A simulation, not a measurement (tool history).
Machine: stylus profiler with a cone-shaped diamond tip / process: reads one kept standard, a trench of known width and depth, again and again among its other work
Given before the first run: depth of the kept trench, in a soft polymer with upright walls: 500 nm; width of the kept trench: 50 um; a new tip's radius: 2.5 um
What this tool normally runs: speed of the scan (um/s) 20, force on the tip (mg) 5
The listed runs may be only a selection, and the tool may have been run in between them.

| run | hour | speed of the scan (um/s) | force on the tip (mg) | depth of the trench (Å) | width of the trench's floor (nm) |
|---|---|---|---|---|---|
| 1 | 0 | 20 | 5 | 5090.8 | 46560 |
| 2 | 41.1 | 20 | 5 | 5091.7 | 46480 |
| 3 | 89.7 | 20 | 5 | 5088.1 | 46510 |
| 4 | 164 | 20 | 5 | 5090.1 | 46520 |
| 5 | 236.7 | 20 | 5 | 5090.6 | 46510 |
| 6 | 307.7 | 20 | 5 | 5088.4 | 46490 |
| 7 | 377.7 | 20 | 5 | 5089.2 | 46430 |
| 8 | 447.2 | 20 | 5 | 5088.2 | 46480 |
| 9 | 495.5 | 20 | 5 | 5086.5 | 46460 |
| 10 | 571.2 | 42 | 5 | 5087.8 | 46350 |
| 11 | 653.4 | 42 | 5 | 5087.4 | 46360 |
|  | 658.2 | height scale calibrated on a step standard |
| 12 | 720.3 | 20 | 5.49 | 5083.3 | 46420 |
|  | 771.1 | height scale calibrated on a step standard, once more |
| 13 | 771.1 | 20 | 2.06 | 5059.8 | 46370 |
| 14 | 810.2 | 20 | 2.06 | 5059.3 | 46360 |
| 15 | 865.6 | 20 | 2.29 | 5062.8 | 46420 |
| 16 | 936.2 | 20 | 2.29 | 5062.2 | 46380 |
| 17 | 1012.4 | 20 | 2.29 | 5061.2 | 46370 |
| 18 | 1079.7 | 20 | 2.29 | 5063.5 | 46330 |
| 19 | 1138.2 | 17 | 5 | 5107.7 | 46400 |
| 20 | 1202.5 | 17 | 5 | 5105.8 | 46430 |
| 21 | 1249 | 17 | 5 | 5104.5 | 46370 |
| 22 | 1329.3 | 10 | 5.17 | 5108.4 | 46350 |
| 23 | 1375.2 | 9 | 1.7 | 5050.4 | 46370 |
| 24 | 1408.7 | 20 | 1.72 | 5051.1 | 46260 |
| 25 | 1477.1 | 11 | 3.34 | 5078.2 | 46340 |
| 26 | 1542.7 | 8 | 6.74 | 5126 | 46360 |
| 27 | 1608.4 | 42 | 5.81 | 5114.5 | 46210 |
| 28 | 1675.5 | 64 | 6.72 | 5124.2 | 46210 |
| 29 | 1715.3 | 20 | 2.12 | 5054 | 46290 |
| 30 | 1795.3 | 6 | 2.01 | 5052.4 | 46390 |

Forecast each of these 4 alternatives for the next run:
| A | 1859.9 | 6 | 5.46 | ? | ? |
| B | 1859.9 | 6 | 4.95 | ? | ? |
| C | 1859.9 | 5 | 5 | ? | ? |
| D | 1859.9 | 18 | 2.01 | ? | ? |

| run | depth of the trench (Å) | width of the trench's floor (nm) |
|---|---|---|
| A | 5111.3 | 46290 |
| B | 5102 | 46320 |
| C | 5100.4 | 46380 |
| D | 5052.3 | 46280 |
Without the tool's unlogged condition, the same runs would have read:
| run | depth of the trench (Å) | width of the trench's floor (nm) |
|---|---|---|
| A | 5117.5 | 46930 |
| B | 5108.2 | 46950 |
| C | 5106.6 | 47020 |
| D | 5058.5 | 46920 |
